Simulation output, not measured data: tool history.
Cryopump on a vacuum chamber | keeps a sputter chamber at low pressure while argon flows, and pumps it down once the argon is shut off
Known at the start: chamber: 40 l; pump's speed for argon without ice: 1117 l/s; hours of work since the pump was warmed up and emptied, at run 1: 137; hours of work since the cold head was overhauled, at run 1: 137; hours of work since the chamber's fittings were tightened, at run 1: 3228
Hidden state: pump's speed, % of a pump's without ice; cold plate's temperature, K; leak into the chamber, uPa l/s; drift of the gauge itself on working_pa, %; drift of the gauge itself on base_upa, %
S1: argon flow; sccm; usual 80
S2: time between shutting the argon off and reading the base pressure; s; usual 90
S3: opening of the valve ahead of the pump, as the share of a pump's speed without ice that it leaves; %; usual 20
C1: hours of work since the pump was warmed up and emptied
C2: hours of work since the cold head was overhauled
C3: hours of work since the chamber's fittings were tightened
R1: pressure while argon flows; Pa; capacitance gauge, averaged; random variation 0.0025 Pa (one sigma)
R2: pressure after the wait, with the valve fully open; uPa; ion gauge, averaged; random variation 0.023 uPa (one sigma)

Run 1, hour 0: usual settings; C1 137; C2 137; C3 3228. Result: R1 0.612 Pa, R2 1.85 uPa.
Run 2, hour 15.1: usual settings; C1 145; C2 145; C3 3235. Result: R1 0.6146 Pa, R2 1.92 uPa.
Run 3, hour 30.5: usual settings; C1 152; C2 152; C3 3243. Result: R1 0.6149 Pa, R2 1.9 uPa.
Run 4, hour 41.8: usual settings; C1 158; C2 158; C3 3249. Result: R1 0.614 Pa, R2 1.93 uPa.
Run 5, hour 60.2: usual settings; C1 167; C2 167; C3 3258. Result: R1 0.6076 Pa, R2 1.96 uPa.
Run 6, hour 78.5: usual settings but S1 40 sccm; C1 177; C2 177; C3 3268. Result: R1 0.3088 Pa, R2 1.97 uPa.
Run 7, hour 90.4: usual settings but S1 58 sccm; C1 183; C2 183; C3 3274. Result: R1 0.4446 Pa, R2 1.86 uPa.
Run 8, hour 103.7: usual settings but S1 58 sccm; C1 190; C2 190; C3 3280. Result: R1 0.4474 Pa, R2 1.98 uPa.
Run 9, hour 122.1: usual settings; C1 199; C2 199; C3 3290. Result: R1 0.6118 Pa, R2 1.97 uPa.
Run 10, hour 137.2: usual settings; C1 207; C2 207; C3 3297. Result: R1 0.6201 Pa, R2 2 uPa.
Run 11, hour 150.7: usual settings; C1 213; C2 213; C3 3304. Result: R1 0.6143 Pa, R2 1.96 uPa.
Run 12, hour 165.4: usual settings; C1 221; C2 221; C3 3312. Result: R1 0.6168 Pa, R2 1.97 uPa.
Run 13, hour 180.8: usual settings but S1 107 sccm; C1 229; C2 229; C3 3320. Result: R1 0.8295 Pa, R2 1.96 uPa.
Run 14, hour 197.4: usual settings; C1 237; C2 237; C3 3328. Result: R1 0.6185 Pa, R2 2.02 uPa.
Run 15, hour 215: usual settings; C1 246; C2 246; C3 3337. Result: R1 0.6162 Pa, R2 1.95 uPa.
Run 16, hour 232.9: usual settings but S1 98 sccm, S2 89 s, S3 59 %; C1 255; C2 255; C3 3346. Result: R1 0.268 Pa, R2 1.98 uPa.
Run 17, hour 245: usual settings but S1 120 sccm, S2 21 s, S3 15 %; C1 261; C2 261; C3 3352. Result: R1 1.2309 Pa, R2 3.59 uPa.
Run 18, hour 261.1: usual settings but S1 120 sccm, S2 21 s, S3 15 %; C1 269; C2 269; C3 3360. Result: R1 1.233 Pa, R2 3.6 uPa.
Run 19, hour 280.4: usual settings but S1 64 sccm, S2 131 s, S3 15 %; C1 279; C2 279; C3 3370. Result: R1 0.6577 Pa, R2 1.9 uPa.
Run 20, hour 292.9: usual settings but S1 64 sccm, S2 131 s, S3 15 %; C1 285; C2 285; C3 3376. Result: R1 0.6564 Pa, R2 1.94 uPa.
Run 21, hour 301.6: usual settings but S1 37 sccm, S2 253 s; C1 290; C2 290; C3 3381. Result: R1 0.2872 Pa, R2 1.74 uPa.
Run 22, hour 316: usual settings but S1 37 sccm, S2 253 s; C1 297; C2 297; C3 3388. Result: R1 0.2873 Pa, R2 1.73 uPa.
Run 23, hour 325.7: usual settings but S1 101 sccm, S3 18 %; C1 302; C2 302; C3 3393. Result: R1 0.8685 Pa, R2 2.05 uPa.
Run 24, hour 340.8: usual settings but S3 23 %; C1 310; C2 310; C3 3401. Result: R1 0.5429 Pa, R2 2.07 uPa.
Run 25, hour 356.5: usual settings but S3 23 %; C1 318; C2 318; C3 3409. Result: R1 0.5467 Pa, R2 2.06 uPa.
Run 26, hour 370.9: usual settings but S1 120 sccm, S2 165 s, S3 40 %; C1 325; C2 325; C3 3416. Result: R1 0.4803 Pa, R2 1.84 uPa.
Run 27, hour 385.4: usual settings but S1 120 sccm, S2 165 s, S3 40 %; C1 332; C2 332; C3 3423. Result: R1 0.4807 Pa, R2 1.93 uPa.
Run 28, hour 394.2: usual settings but S1 120 sccm, S2 165 s, S3 40 %; C1 337; C2 337; C3 3428. Result: R1 0.4812 Pa, R2 1.89 uPa.
Run 29, hour 405.9: usual settings but S1 120 sccm, S2 165 s, S3 40 %; C1 343; C2 343; C3 3434. Result: R1 0.4805 Pa, R2 1.8 uPa.
Run 30, hour 416.8: usual settings but S1 133 sccm, S2 88 s, S3 60 %; C1 348; C2 348; C3 3439. Result: R1 0.3696 Pa, R2 2.17 uPa.

Forecast each of these 5 alternatives for the next run:
At hour 423: leaking fittings of the chamber tightened, without venting.
Run A, hour 432.2: usual settings but S1 106 sccm, S2 203 s, S3 48 %; C1 355; C2 355; C3 5. Result: R1 ?, R2 ?.
At hour 423: leaking fittings of the chamber tightened, without venting.
Run B, hour 432.2: usual settings but S1 98 sccm, S2 32 s, S3 22 %; C1 355; C2 355; C3 5. Result: R1 ?, R2 ?.
At hour 423: leaking fittings of the chamber tightened, without venting.
Run C, hour 432.2: usual settings but S2 188 s; C1 355; C2 355; C3 5. Result: R1 ?, R2 ?.
At hour 423: leaking fittings of the chamber tightened, without venting.
Run D, hour 432.2: usual settings but S1 101 sccm, S2 20 s, S3 52 %; C1 355; C2 355; C3 5. Result: R1 ?, R2 ?.
At hour 423: leaking fittings of the chamber tightened, without venting.
Run E, hour 432.2: usual settings but S1 133 sccm, S2 88 s, S3 19 %; C1 355; C2 355; C3 5. Result: R1 ?, R2 ?.

run      R1    R2
  A   0.359  0.53
  B  0.6956  1.68
  C  0.6242  0.54
  D   0.318  2.54
  E  1.0881  0.82
Without the tool's hidden state the same runs would have given:
run      R1    R2
  A  0.3338  0.47
  B  0.6724  1.61
  C  0.6052  0.47
  D   0.294  2.48
  E  1.0566  0.76

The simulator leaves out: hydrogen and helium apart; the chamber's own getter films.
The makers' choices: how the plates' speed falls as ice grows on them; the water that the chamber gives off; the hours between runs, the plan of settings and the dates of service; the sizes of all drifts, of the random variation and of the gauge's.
